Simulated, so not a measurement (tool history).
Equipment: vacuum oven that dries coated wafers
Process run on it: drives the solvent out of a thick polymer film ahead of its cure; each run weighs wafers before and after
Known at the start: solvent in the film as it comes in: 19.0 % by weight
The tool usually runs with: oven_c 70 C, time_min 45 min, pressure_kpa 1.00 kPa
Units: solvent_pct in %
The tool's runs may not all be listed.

run    hour  oven_c  time_min  pressure_kpa  solvent_pct
  1     0.0      70        45          1.00         2.11
  2    72.2      70        31          1.00         3.47
  3   128.5      70        31          1.00         3.47
  4   175.9      70        31          1.00         3.50
  5   239.6      70        31          1.00         3.51
  6   328.6      58        45          1.00         6.65
  7   371.9      58        45          1.00         6.81
  8   420.5      58        45          1.00         6.83
  9   496.6      58        45          1.00         6.87
 10   552.4      58        45          1.00         6.79
 11   615.6      58        45          1.00         6.92
 12   665.7      70        45          1.00         2.17
 13   735.1      81        45          1.00         0.71
 14   787.4      70        45          1.00         2.22
 15   859.2      77        45          1.00         1.01
 16   945.1      77        45          1.00         1.00
 17  1025.7      77        45          0.61         0.81
 18  1072.2      70        45          1.00         2.31
 19  1131.6      70        45          1.00         2.36
 20  1181.0      70        45          1.00         2.33
 21  1243.3      70        45          1.00         2.33
 22  1340.1      70        34          1.00         3.41
 23  1383.6      70        45          1.00         2.35
 24  1484.4      74        34          3.16         3.48
 25  1579.1      74        33          1.53         2.46
 26  1652.8      74        33          1.53         2.46
 27  1737.8      74        33          1.53         2.51
 28  1802.7      59        70          0.86         4.11
 29  1883.3      76        50          2.70         2.15
 30  1983.2      76        50          2.70         2.19
 31  2069.0      76        43          1.32         1.48
 32  2159.7      61        28          1.08         8.11
 33  2205.4      61        28          1.08         8.11
 34  2262.5      59        45          1.60         7.13
 35  2320.4      83        45          0.88         0.62
 36  2394.2      60        49          0.88         5.57
 37  2458.1      64        75          2.65         4.30
 38  2526.6      64        35          2.22         6.68
 39  2581.4      69        57          0.58         1.68
 40  2672.5      70        71          1.00         1.45
 41  2718.4      70        77          2.32         2.56
 42  2796.9      58        43          0.75         7.06
 43  2840.0      58        43          0.75         7.13
 44  2910.2      58        43          0.75         7.09
 45  2980.2      72        45          0.71         1.76
 46  3070.7      70        40          0.81         2.69

Between the runs listed above, the log contained 1 entry, not reproduced here. Where in the sequence does each belong, and how does what the log doesn't record of the tool's condition differ from the listed run before to the listed run after?
Run 23 -> run 24: oven's thermocouples calibrated (hour 1476.8)
  true wafer temperature over the reading, C: -0.71 -> -0.04; true pressure over the reading, kPa: 0.262 -> 0.273
  measured minus no-state result, solvent_pct: +0.39 -> +0.20 %
